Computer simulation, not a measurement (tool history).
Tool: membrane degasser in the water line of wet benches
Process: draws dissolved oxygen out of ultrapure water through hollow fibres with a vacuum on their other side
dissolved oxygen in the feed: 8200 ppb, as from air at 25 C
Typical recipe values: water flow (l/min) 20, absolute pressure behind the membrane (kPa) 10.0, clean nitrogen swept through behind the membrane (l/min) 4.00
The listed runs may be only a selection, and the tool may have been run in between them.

run    hour  water flow (l/min)  absolute pressure behind the membrane (kPa)  clean nitrogen swept through behind the membrane (l/min)  dissolved oxygen in the water behind the degasser (ppb)  pressure that the water loses in the fibres (kPa)
  1     0.0                  20                                         10.0                                                      4.00                                                     95.8                                              54.64
  2    88.1                  20                                         10.0                                                      1.67                                                    198.3                                              54.10
  3   248.6                  25                                         10.0                                                      4.00                                                    134.3                                              67.25
  4   330.0                  25                                         10.0                                                      4.00                                                    135.8                                              67.85
  5   469.3                  20                                         10.0                                                      4.00                                                     95.9                                              54.16
  6   588.8                  20                                         10.0                                                      4.00                                                     94.1                                              54.29
  7   657.8                  20                                         10.0                                                      4.00                                                     95.7                                              54.23
  8   790.8                  20                                         10.0                                                      4.00                                                     93.0                                              53.84
  9   928.5                  24                                         10.0                                                      9.24                                                     73.0                                              64.96
 10  1075.0                  24                                         10.0                                                      9.24                                                     71.9                                              65.22
 11  1142.5                  23                                          8.9                                                      4.00                                                    103.2                                              62.06
 12  1267.7                  17                                          6.2                                                      1.68                                                     77.5                                              45.77
 13  1415.4                  20                                         17.8                                                      4.00                                                    186.7                                              54.06
 14  1483.8                  16                                         20.4                                                      4.00                                                    168.6                                              43.13

What does the tool deliver on the next run?
 15  1618.3                  16                                         15.6                                                      4.00                                                        ?                                                  ?

dissolved oxygen in the water behind the degasser (ppb): 123.9
pressure that the water loses in the fibres (kPa): 42.82
Minus the tool's unlogged condition, the same run would have read dissolved oxygen in the water behind the degasser (ppb) 123.8, pressure that the water loses in the fibres (kPa) 43.24.

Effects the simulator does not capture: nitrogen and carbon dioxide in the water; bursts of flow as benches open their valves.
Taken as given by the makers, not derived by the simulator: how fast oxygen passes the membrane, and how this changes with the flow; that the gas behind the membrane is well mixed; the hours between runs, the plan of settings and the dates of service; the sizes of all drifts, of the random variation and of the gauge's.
